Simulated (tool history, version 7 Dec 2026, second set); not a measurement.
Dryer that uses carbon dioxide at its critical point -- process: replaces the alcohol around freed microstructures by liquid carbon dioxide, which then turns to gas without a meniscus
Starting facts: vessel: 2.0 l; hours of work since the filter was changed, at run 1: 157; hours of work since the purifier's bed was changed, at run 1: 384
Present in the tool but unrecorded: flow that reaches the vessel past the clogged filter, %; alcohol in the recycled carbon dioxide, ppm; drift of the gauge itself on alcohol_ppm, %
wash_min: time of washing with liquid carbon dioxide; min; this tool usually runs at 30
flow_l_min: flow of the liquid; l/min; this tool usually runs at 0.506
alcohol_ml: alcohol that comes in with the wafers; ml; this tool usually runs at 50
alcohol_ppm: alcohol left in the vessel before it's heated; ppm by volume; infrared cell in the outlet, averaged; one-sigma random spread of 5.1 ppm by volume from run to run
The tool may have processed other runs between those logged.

run,day,wash_min,flow_l_min,alcohol_ml,hours of work since the filter was changed,hours of work since the purifier's bed was changed,alcohol_ppm
1,0.000,30,0.506,50,157,384,161
2,1.375,30,0.506,50,177,404,172
3,3.275,30,0.506,50,206,432,185
4,5.133,30,0.506,28,233,460,155
5,6.312,20,0.506,28,251,478,438
6,7.483,20,0.506,28,268,495,460
7,9.475,20,0.506,28,298,525,452
8,11.375,30,0.369,50,327,553,583
# day 12.671: inlet filter changed
9,13.429,30,0.369,50,11,584,437
10,14.333,30,0.369,73,25,597,578
11,15.717,30,0.369,73,46,618,597
12,17.483,30,0.369,73,72,644,628
13,18.658,30,0.369,73,89,662,624
14,20.446,30,0.506,50,116,688,222
15,21.846,30,0.506,50,137,709,218
16,23.321,30,0.506,50,159,731,226
17,25.108,29,0.506,111,186,758,379
18,26.596,20,0.506,99,208,780,1286
# day 28.433: purifier's bed changed
19,28.625,20,0.506,99,236,3,1147
20,29.733,21,0.828,45,253,19,53
21,31.771,41,0.506,110,283,50,46
22,32.821,41,0.506,110,299,66,41
23,34.321,30,0.768,26,321,88,24
24,35.442,30,0.768,26,338,105,29
# day 35.971: inlet filter changed
25,36.521,21,0.506,50,8,120,402
26,38.638,25,0.522,50,40,152,175
27,39.600,42,0.506,46,54,166,37
28,40.562,42,0.379,46,69,181,87
29,42.467,33,0.506,50,97,209,75

Per-run results on a tool with no hidden state, each run keeping its own random variation:
run,alcohol_ppm
1,61
2,65
3,68
4,41
5,253
6,262
7,245
8,311
9,306
10,435
11,437
12,444
13,433
14,69
15,61
16,60
17,164
18,876
19,864
20,33
21,22
22,13
23,4
24,6
25,371
26,136
27,3
28,47
29,27
